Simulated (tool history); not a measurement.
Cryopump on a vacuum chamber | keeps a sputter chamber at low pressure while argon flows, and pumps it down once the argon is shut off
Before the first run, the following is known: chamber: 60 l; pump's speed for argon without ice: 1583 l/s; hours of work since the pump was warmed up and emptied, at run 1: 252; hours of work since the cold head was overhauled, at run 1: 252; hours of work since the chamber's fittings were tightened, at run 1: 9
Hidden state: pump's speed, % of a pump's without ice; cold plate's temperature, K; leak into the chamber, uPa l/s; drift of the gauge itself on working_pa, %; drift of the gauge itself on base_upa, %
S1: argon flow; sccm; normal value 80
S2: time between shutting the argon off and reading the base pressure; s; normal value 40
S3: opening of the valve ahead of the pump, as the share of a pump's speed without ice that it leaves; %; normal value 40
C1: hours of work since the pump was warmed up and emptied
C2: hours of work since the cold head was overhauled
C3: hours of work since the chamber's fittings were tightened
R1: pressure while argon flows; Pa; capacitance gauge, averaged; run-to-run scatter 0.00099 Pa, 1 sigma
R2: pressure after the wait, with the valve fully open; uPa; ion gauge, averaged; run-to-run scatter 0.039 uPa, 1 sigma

run 1 day=0 | S1=80 S2=40 S3=40 | C1=252 C2=252 C3=9 | R1=0.232 R2=2.28
run 2 day=1.088 | S1=80 S2=72 S3=40 | C1=264 C2=264 C3=21 | R1=0.2313 R2=1.44
run 3 day=2.35 | S1=39 S2=40 S3=40 | C1=278 C2=278 C3=36 | R1=0.113 R2=2.34
run 4 day=3.225 | S1=39 S2=40 S3=40 | C1=288 C2=288 C3=45 | R1=0.115 R2=2.34
run 5 day=4.104 | S1=39 S2=40 S3=40 | C1=298 C2=298 C3=55 | R1=0.1145 R2=2.29
run 6 day=4.971 | S1=80 S2=40 S3=40 | C1=307 C2=307 C3=65 | R1=0.2367 R2=2.36
run 7 day=6.417 | S1=80 S2=40 S3=40 | C1=324 C2=324 C3=81 | R1=0.2399 R2=2.32
run 8 day=7.417 | S1=80 S2=40 S3=40 | C1=335 C2=335 C3=92 | R1=0.2381 R2=2.38
run 9 day=8.575 | S1=80 S2=40 S3=40 | C1=348 C2=348 C3=105 | R1=0.2411 R2=2.33
run 10 day=9.367 | S1=70 S2=40 S3=40 | C1=357 C2=357 C3=114 | R1=0.2122 R2=2.34
run 11 day=10.962 | S1=70 S2=40 S3=40 | C1=374 C2=374 C3=132 | R1=0.2116 R2=2.4
run 12 day=12.025 | S1=88 S2=40 S3=40 | C1=386 C2=386 C3=144 | R1=0.2684 R2=2.41
run 13 day=12.812 | S1=88 S2=40 S3=40 | C1=395 C2=395 C3=153 | R1=0.2701 R2=2.46
run 14 day=14.071 | S1=80 S2=40 S3=40 | C1=409 C2=409 C3=167 | R1=0.2455 R2=2.32
run 15 day=15.071 | S1=80 S2=40 S3=40 | C1=420 C2=420 C3=178 | R1=0.2448 R2=2.42
run 16 day=16.104 | S1=80 S2=40 S3=40 | C1=432 C2=432 C3=190 | R1=0.2498 R2=2.45
run 17 day=17.529 | S1=80 S2=40 S3=40 | C1=448 C2=448 C3=206 | R1=0.248 R2=2.46
run 18 day=19.121 | S1=34 S2=40 S3=19 | C1=466 C2=466 C3=223 | R1=0.2083 R2=2.45
run 19 day=20.662 | S1=80 S2=74 S3=40 | C1=483 C2=483 C3=241 | R1=0.2535 R2=1.57
run 20 day=21.9 | S1=80 S2=40 S3=45 | C1=497 C2=497 C3=254 | R1=0.2295 R2=2.43
run 21 day=23.162 | S1=126 S2=214 S3=43 | C1=511 C2=511 C3=269 | R1=0.3797 R2=0.84
run 22 day=24.112 | S1=74 S2=233 S3=51 | C1=522 C2=522 C3=279 | R1=0.1965 R2=0.8
run 23 day=25.275 | S1=43 S2=233 S3=51 | C1=535 C2=535 C3=292 | R1=0.116 R2=0.88
-- day=26.354 pump warmed up, emptied and cooled again
run 24 day=26.575 | S1=62 S2=25 S3=40 | C1=2 C2=547 C3=305 | R1=0.1661 R2=3.55
run 25 day=27.758 | S1=62 S2=25 S3=40 | C1=16 C2=560 C3=318 | R1=0.166 R2=3.57
run 26 day=28.971 | S1=62 S2=25 S3=40 | C1=29 C2=574 C3=331 | R1=0.168 R2=3.6
run 27 day=29.758 | S1=80 S2=43 S3=40 | C1=38 C2=583 C3=340 | R1=0.215 R2=2.31
run 28 day=30.704 | S1=34 S2=40 S3=42 | C1=49 C2=593 C3=351 | R1=0.0884 R2=2.43
run 29 day=31.575 | S1=102 S2=58 S3=40 | C1=59 C2=603 C3=361 | R1=0.278 R2=1.78
run 30 day=33.092 | S1=102 S2=258 S3=27 | C1=75 C2=620 C3=378 | R1=0.4119 R2=0.67
run 31 day=34.242 | S1=36 S2=60 S3=40 | C1=88 C2=633 C3=390 | R1=0.0987 R2=1.72
run 32 day=35.533 | S1=36 S2=156 S3=40 | C1=103 C2=647 C3=405 | R1=0.0994 R2=0.95
run 33 day=36.654 | S1=106 S2=21 S3=27 | C1=115 C2=660 C3=417 | R1=0.4311 R2=4.29
run 34 day=37.829 | S1=54 S2=161 S3=23 | C1=129 C2=673 C3=431 | R1=0.2574 R2=0.91

Hidden state at the last listed run before each entry between runs and at the first one after, where it differs:
Logged between run 23 and run 24: pump warmed up, emptied and cooled again (day 26.354)
  pump's speed, % of a pump's without ice: 65.3 -> 99.5; cold plate's temperature, K: 12.38 -> 12.39; leak into the chamber, uPa l/s: 518 -> 525
  what was measured, less what the result would be without the hidden state, R1: +0.0251 -> +0.0009 Pa; R2: +0.32 -> +0.14 uPa
